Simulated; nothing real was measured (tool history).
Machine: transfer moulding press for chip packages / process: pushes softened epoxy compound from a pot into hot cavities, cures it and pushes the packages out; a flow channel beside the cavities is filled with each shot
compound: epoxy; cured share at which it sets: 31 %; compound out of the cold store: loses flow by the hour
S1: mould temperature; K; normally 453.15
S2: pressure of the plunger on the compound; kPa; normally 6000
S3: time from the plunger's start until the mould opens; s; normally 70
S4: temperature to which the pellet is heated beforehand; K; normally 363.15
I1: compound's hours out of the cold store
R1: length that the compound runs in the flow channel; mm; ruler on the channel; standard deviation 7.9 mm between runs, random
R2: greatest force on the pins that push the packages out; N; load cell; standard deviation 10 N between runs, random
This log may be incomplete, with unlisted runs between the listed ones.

{"run": 1, "hour": 0.0, "S1": 453.15, "S2": 6000, "S3": 70, "S4": 363.15, "I1": 26.1, "R1": 826, "R2": 504}
{"run": 2, "hour": 9.7, "S1": 453.15, "S2": 6000, "S3": 70, "S4": 363.15, "I1": 20.3, "R1": 857, "R2": 556}
{"run": 3, "hour": 24.5, "S1": 453.15, "S2": 6000, "S3": 70, "S4": 363.15, "I1": 31.9, "R1": 809, "R2": 604}
{"run": 4, "hour": 31.8, "S1": 453.15, "S2": 6000, "S3": 70, "S4": 363.15, "I1": 24.4, "R1": 842, "R2": 636}
{"run": 5, "hour": 38.5, "S1": 453.15, "S2": 6000, "S3": 70, "S4": 363.15, "I1": 30.2, "R1": 814, "R2": 657}
{"run": 6, "hour": 47.2, "S1": 453.15, "S2": 6000, "S3": 70, "S4": 363.15, "I1": 18.9, "R1": 872, "R2": 713}
{"run": 7, "hour": 56.0, "S1": 453.15, "S2": 6000, "S3": 70, "S4": 363.15, "I1": 20.8, "R1": 861, "R2": 726}
{"run": 8, "hour": 65.7, "S1": 453.15, "S2": 6000, "S3": 70, "S4": 363.15, "I1": 45.8, "R1": 738, "R2": 688}
{"run": 9, "hour": 75.0, "S1": 453.15, "S2": 6000, "S3": 70, "S4": 363.15, "I1": 46.2, "R1": 741, "R2": 700}
{"run": 10, "hour": 84.2, "S1": 453.15, "S2": 6000, "S3": 70, "S4": 363.15, "I1": 23.0, "R1": 823, "R2": 770}
{"run": 11, "hour": 94.6, "S1": 453.15, "S2": 6000, "S3": 70, "S4": 363.15, "I1": 11.3, "R1": 890, "R2": 902}
{"run": 12, "hour": 105.3, "S1": 453.15, "S2": 6000, "S3": 70, "S4": 363.15, "I1": 16.7, "R1": 863, "R2": 916}
{"run": 13, "hour": 112.0, "S1": 453.15, "S2": 6000, "S3": 70, "S4": 368.15, "I1": 42.3, "R1": 757, "R2": 826}
{"run": 14, "hour": 125.5, "S1": 453.15, "S2": 5750, "S3": 70, "S4": 363.15, "I1": 37.9, "R1": 744, "R2": 469}
{"run": 15, "hour": 133.6, "S1": 453.15, "S2": 4820, "S3": 70, "S4": 363.15, "I1": 47.8, "R1": 651, "R2": 488}
{"run": 16, "hour": 146.4, "S1": 453.15, "S2": 5980, "S3": 70, "S4": 363.15, "I1": 39.1, "R1": 764, "R2": 573}
{"run": 17, "hour": 158.1, "S1": 453.15, "S2": 6000, "S3": 70, "S4": 361.15, "I1": 38.8, "R1": 759, "R2": 627}
{"run": 18, "hour": 165.1, "S1": 453.15, "S2": 6000, "S3": 70, "S4": 361.15, "I1": 20.2, "R1": 831, "R2": 693}
{"run": 19, "hour": 175.0, "S1": 453.15, "S2": 5940, "S3": 70, "S4": 363.15, "I1": 40.3, "R1": 741, "R2": 666}
{"run": 20, "hour": 183.8, "S1": 453.15, "S2": 5940, "S3": 70, "S4": 363.15, "I1": 31.7, "R1": 792, "R2": 710}
{"run": 21, "hour": 193.5, "S1": 455.15, "S2": 5250, "S3": 98, "S4": 371.15, "I1": 35.9, "R1": 704, "R2": 494}
{"run": 22, "hour": 202.3, "S1": 453.15, "S2": 5020, "S3": 72, "S4": 363.15, "I1": 11.1, "R1": 792, "R2": 765}
{"run": 23, "hour": 213.4, "S1": 449.15, "S2": 6520, "S3": 96, "S4": 363.15, "I1": 17.7, "R1": 917, "R2": 583}
{"run": 24, "hour": 227.4, "S1": 453.15, "S2": 6360, "S3": 70, "S4": 363.15, "I1": 35.2, "R1": 780, "R2": 464}
{"run": 25, "hour": 235.7, "S1": 456.15, "S2": 7060, "S3": 70, "S4": 355.15, "I1": 35.2, "R1": 820, "R2": 468}
{"run": 26, "hour": 241.9, "S1": 453.15, "S2": 6000, "S3": 82, "S4": 373.15, "I1": 8.5, "R1": 871, "R2": 444}
{"run": 27, "hour": 254.7, "S1": 453.15, "S2": 6000, "S3": 82, "S4": 373.15, "I1": 38.9, "R1": 748, "R2": 478}
{"run": 28, "hour": 263.5, "S1": 448.15, "S2": 6260, "S3": 72, "S4": 372.15, "I1": 18.7, "R1": 874, "R2": 836}
{"run": 29, "hour": 274.3, "S1": 448.15, "S2": 6260, "S3": 72, "S4": 372.15, "I1": 47.3, "R1": 742, "R2": 784}
{"run": 30, "hour": 280.6, "S1": 448.15, "S2": 6260, "S3": 72, "S4": 372.15, "I1": 14.2, "R1": 884, "R2": 922}

Between the runs listed above, the log contained 3 entries, not reproduced here. Where in the sequence does each belong, and how does what the log doesn't record of the tool's condition differ from the listed run before to the listed run after?
Logged between run 10 and run 11: cavities cleaned with cleaning compound and waxed (hour 92.4)
  true mould temperature over the reading, C: 0.12 -> 0.13; pressure that reaches the compound, % of what is set: 97.01 -> 96.71; grip of the stained cavities, % over clean ones': 73.9 -> 93.4
  measured less the result without the state, R1: -13 -> -15 mm; R2: +324 -> +429 N
Logged between run 13 and run 14: cavities cleaned with cleaning compound and waxed, once more (hour 120.3)
  true mould temperature over the reading, C: 0.14 -> 0.15; pressure that reaches the compound, % of what is set: 96.16 -> 95.78; grip of the stained cavities, % over clean ones': 94.1 -> 8.6
  measured less the result without the state, R1: -15 -> -16 mm; R2: +395 -> +34 N
Logged between run 23 and run 24: cavities cleaned with cleaning compound and waxed (hour 221.5)
  true mould temperature over the reading, C: 0.22 -> 0.23; pressure that reaches the compound, % of what is set: 92.79 -> 92.38; grip of the stained cavities, % over clean ones': 73.5 -> 11
  measured less the result without the state, R1: -36 -> -32 mm; R2: +244 -> +41 N
